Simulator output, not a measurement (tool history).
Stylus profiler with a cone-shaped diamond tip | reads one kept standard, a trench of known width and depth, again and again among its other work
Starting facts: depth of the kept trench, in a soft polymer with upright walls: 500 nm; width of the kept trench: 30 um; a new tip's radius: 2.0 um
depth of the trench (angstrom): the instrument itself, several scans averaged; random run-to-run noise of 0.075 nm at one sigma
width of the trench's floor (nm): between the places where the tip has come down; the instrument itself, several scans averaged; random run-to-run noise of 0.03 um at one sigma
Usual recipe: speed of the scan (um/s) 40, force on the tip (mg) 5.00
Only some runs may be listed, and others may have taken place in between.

run,hour,speed of the scan (um/s),force on the tip (mg),depth of the trench (angstrom),width of the trench's floor (nm)
1,0.0,40,5.00,5144.4,26450
2,26.1,50,5.00,5146.2,26360
3,41.5,50,5.00,5146.8,26380
4,59.1,44,5.00,5147.3,26330
5,72.6,40,3.20,5111.1,26390
6,90.5,127,5.00,5146.2,25970
7,109.7,42,5.80,5161.0,26410
8,129.2,29,10.56,5233.9,26420
9,150.0,29,12.42,5258.3,26430
10,173.2,29,12.42,5259.2,26380
# hour 204.5: new tip fitted, height scale calibrated
11,204.5,15,8.02,5183.6,27240
12,223.8,14,8.87,5196.4,27240

4 ways to go on from here, each from the tool as it stands after run 12. What would each give?
A,240.9,23,6.29,?,?
B,240.9,39,5.00,?,?
C,240.9,22,1.75,?,?
D,240.9,73,5.00,?,?

run,depth of the trench (angstrom),width of the trench's floor (nm)
A,5156.8,27230
B,5135.2,27120
C,5066.3,27140
D,5134.5,26950
Without the tool's hidden state the same runs would have given:
run,depth of the trench (angstrom),width of the trench's floor (nm)
A,5156.0,27280
B,5134.4,27170
C,5065.5,27180
D,5133.6,26990

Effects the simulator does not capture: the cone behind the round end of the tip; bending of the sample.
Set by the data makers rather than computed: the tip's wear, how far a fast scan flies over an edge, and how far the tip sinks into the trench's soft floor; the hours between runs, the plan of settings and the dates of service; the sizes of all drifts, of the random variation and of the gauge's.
